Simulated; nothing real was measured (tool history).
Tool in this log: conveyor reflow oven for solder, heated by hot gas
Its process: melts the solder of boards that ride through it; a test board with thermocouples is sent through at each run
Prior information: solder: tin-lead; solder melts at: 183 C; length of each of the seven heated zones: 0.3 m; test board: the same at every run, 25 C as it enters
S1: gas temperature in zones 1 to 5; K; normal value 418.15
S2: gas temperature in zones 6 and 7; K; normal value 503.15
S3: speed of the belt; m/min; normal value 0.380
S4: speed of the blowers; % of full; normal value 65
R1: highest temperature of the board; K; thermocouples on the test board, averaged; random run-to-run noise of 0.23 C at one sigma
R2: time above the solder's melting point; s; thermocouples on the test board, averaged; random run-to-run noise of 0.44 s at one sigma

run,day,S1,S2,S3,S4,R1,R2
1,0.000,418.15,503.15,0.380,65,487.15,70.1
2,2.154,418.15,503.15,0.380,65,486.95,70.2
3,4.529,418.15,503.15,0.380,65,486.65,70.3
# day 5.508: thermocouples of zones 6 and 7 changed
4,5.858,418.15,503.15,0.380,65,487.15,70.3
5,7.025,418.15,503.15,0.380,65,486.85,70.3
6,9.029,423.15,503.15,0.380,65,487.95,74.0

For run 7, what comes out?
7,11.471,416.15,497.15,0.357,86,?,?

Run 7 measured R1 486.45 K, R2 75.1 s.
Take away the tool's hidden state, keep the run-to-run variation as it was, and the same run would have given R1 486.45 K, R2 75.1 s.
